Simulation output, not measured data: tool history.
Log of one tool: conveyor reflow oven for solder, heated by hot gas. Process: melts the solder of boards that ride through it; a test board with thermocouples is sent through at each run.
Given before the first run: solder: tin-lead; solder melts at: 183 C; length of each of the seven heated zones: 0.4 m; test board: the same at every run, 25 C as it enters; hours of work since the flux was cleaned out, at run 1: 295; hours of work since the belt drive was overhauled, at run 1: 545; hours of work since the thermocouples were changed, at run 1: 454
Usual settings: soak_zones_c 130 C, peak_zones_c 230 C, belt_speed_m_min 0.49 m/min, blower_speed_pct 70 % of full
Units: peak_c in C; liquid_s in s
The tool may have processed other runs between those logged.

run	hour	soak_zones_c	peak_zones_c	belt_speed_m_min	blower_speed_pct	hours of work since the flux was cleaned out	hours of work since the belt drive was overhauled	hours of work since the thermocouples were changed	peak_c	liquid_s
1	0	130	230	0.49	70	295	545	454	206.2	55.1
2	20.2	130	230	0.49	70	306	555	465	206.5	55.3
3	42	130	230	0.49	70	317	566	476	205.8	54.9
4	64.5	130	230	0.49	70	328	578	487	205.8	55.3
5	91.3	130	230	0.49	70	342	591	501	205	54.8
6	111.7	130	230	0.49	70	352	601	511	205.4	56
7	126.3	130	230	0.49	70	359	609	518	205.8	54.9
8	141.7	130	230	0.4	70	367	617	526	212.9	81.9
9	162.8	130	230	0.4	70	378	627	537	212.7	81.7
10	189.9	130	230	0.558	70	391	641	550	199.9	38.5
11	209.8	130	230	0.558	70	401	651	560	199.8	38.1
12	241.7	130	230	0.49	64	418	667	577	203.8	50.7
13	262.6	123	230	0.49	64	428	678	587	201.8	45.2
14	279.8	130	224	0.441	69	437	686	596	203.8	58.7
15	299.2	130	224	0.441	69	447	696	606	203.2	58.9
16	319.4	131	232	0.466	62	457	706	616	206.7	59.1
17	350.6	130	230	0.525	70	473	722	632	201.8	44.5
18	369.5	124	229	0.49	70	482	732	641	202	46.1
# hour 378.4: flux residue cleaned out of gas plates and filters
19	402.3	124	229	0.49	70	12	746	655	207	55.3
20	422	124	239	0.419	70	22	756	665	221.3	86.5
21	453.4	124	239	0.419	70	38	772	681	220.8	85.9

Each row is a separate what-if for the run after 21, all from the same tool condition, not one after another. Results?
A	479	130	230	0.47	70	51	784	694	?	?
B	479	129	226	0.49	70	51	784	694	?	?
C	479	130	218	0.498	60	51	784	694	?	?
D	479	130	230	0.439	70	51	784	694	?	?

run	peak_c	liquid_s
A	209.9	65.8
B	204.5	54.3
C	195.9	37.5
D	212.9	74.6
Without the tool's hidden state the same runs would have given:
run	peak_c	liquid_s
A	210.8	65.4
B	205.4	54.3
C	196.7	38.2
D	213.9	74.1

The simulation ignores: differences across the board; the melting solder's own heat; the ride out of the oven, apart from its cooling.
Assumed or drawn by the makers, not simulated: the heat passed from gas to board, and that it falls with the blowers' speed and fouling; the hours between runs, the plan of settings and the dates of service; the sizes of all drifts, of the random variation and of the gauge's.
